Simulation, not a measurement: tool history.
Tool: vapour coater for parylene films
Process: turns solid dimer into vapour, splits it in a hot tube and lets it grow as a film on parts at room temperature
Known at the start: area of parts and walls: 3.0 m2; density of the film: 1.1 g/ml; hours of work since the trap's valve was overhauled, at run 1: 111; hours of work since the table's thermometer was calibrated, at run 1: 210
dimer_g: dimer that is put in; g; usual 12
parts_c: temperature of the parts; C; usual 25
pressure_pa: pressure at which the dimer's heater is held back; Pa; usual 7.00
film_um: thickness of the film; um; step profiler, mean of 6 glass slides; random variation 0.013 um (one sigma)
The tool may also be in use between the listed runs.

run   hour  dimer_g  parts_c  pressure_pa  hours of work since the trap's valve was overhauled  hours of work since the table's thermometer was calibrated  film_um
  1    0.0       12       25         7.00                                                  111                                                         210     1.80
  2   14.4       12       25         7.00                                                  117                                                         216     1.75
  3   27.8       12       25         7.00                                                  123                                                         222     1.77
  4   38.6       12       25         9.03                                                  127                                                         227     1.67
  5   46.6       21       25         7.00                                                  131                                                         230     3.08
  6   57.8        6       25         7.00                                                  135                                                         235     0.89
  7   69.1       12       25         2.31                                                  140                                                         240     2.24
  8   84.4       12       25         2.31                                                  147                                                         246     2.24
  9   99.7       12       25         2.31                                                  153                                                         253     2.23
 10  115.6       12       25         7.00                                                  160                                                         260     1.74
 11  130.2       12       25         2.95                                                  167                                                         266     2.08
 12  141.8       19       25         7.00                                                  172                                                         271     2.77
 13  153.6       19       25         7.00                                                  177                                                         276     2.76
 14  167.9       19       25         7.00                                                  183                                                         282     2.75
 15  175.4       22       25         7.00                                                  186                                                         285     3.20
 16  182.8       22       25         4.14                                                  189                                                         289     3.58
 17  192.9       21       25         7.00                                                  194                                                         293     3.05
 18  205.3       13       25         7.00                                                  199                                                         298     1.88
 19  221.3       13       25         3.45                                                  206                                                         305     2.17
 20  229.2       13       25         3.45                                                  209                                                         309     2.20
 21  237.5       13       25         3.45                                                  213                                                         312     2.20
 22  252.4       21       25         7.00                                                  219                                                         319     3.02
 23  264.5       21       25         7.00                                                  224                                                         324     3.01
 24  279.9       12       25         4.50                                                  231                                                         330     1.89
 25  286.8        6       25         5.96                                                  234                                                         333     0.88
 26  301.3       16       33         7.20                                                  240                                                         340     1.55
 27  315.6       21       25         7.00                                                  246                                                         346     3.01
 28  326.3       13       23         3.93                                                  251                                                         350     2.32
 29  334.2        6       31         3.93                                                  254                                                         354     0.73
 30  350.7       16       30         3.88                                                  261                                                         361     2.03
 31  360.3        7       17         3.79                                                  265                                                         365     1.67
 32  370.1        7       34         2.27                                                  270                                                         369     0.83
 33  380.6        7       34         2.27                                                  274                                                         374     0.84
 34  397.2        7       34         2.27                                                  281                                                         381     0.83
 35  404.5       22       25         4.74                                                  284                                                         384     3.40
 36  417.9       19       26         5.10                                                  290                                                         390     2.73
 37  431.0       15       30         5.40                                                  296                                                         395     1.77
 38  445.7       15       30         5.40                                                  302                                                         402     1.77
 39  458.9       14       26        10.67                                                  308                                                         407     1.73
 40  466.1       14       26        10.67                                                  311                                                         411     1.69
 41  476.9        8       24         2.75                                                  316                                                         415     1.47
 42  488.4        8       34         7.67                                                  321                                                         420     0.74
 43  495.6        8       34         7.67                                                  324                                                         423     0.70

4 ways to go on from here, each from the tool as it stands after run 43. What would each give?
  A  503.4       13       25         8.21                                                  327                                                         427        ?
  B  503.4       11       35         4.07                                                  327                                                         427        ?
  C  503.4       12       22         2.66                                                  327                                                         427        ?
  D  503.4       17       32         3.76                                                  327                                                         427        ?

run  film_um
  A     1.75
  B     1.07
  C     2.42
  D     1.98
Without the tool's hidden state the same runs would have given:
run  film_um
  A     1.89
  B     1.16
  C     2.62
  D     2.14
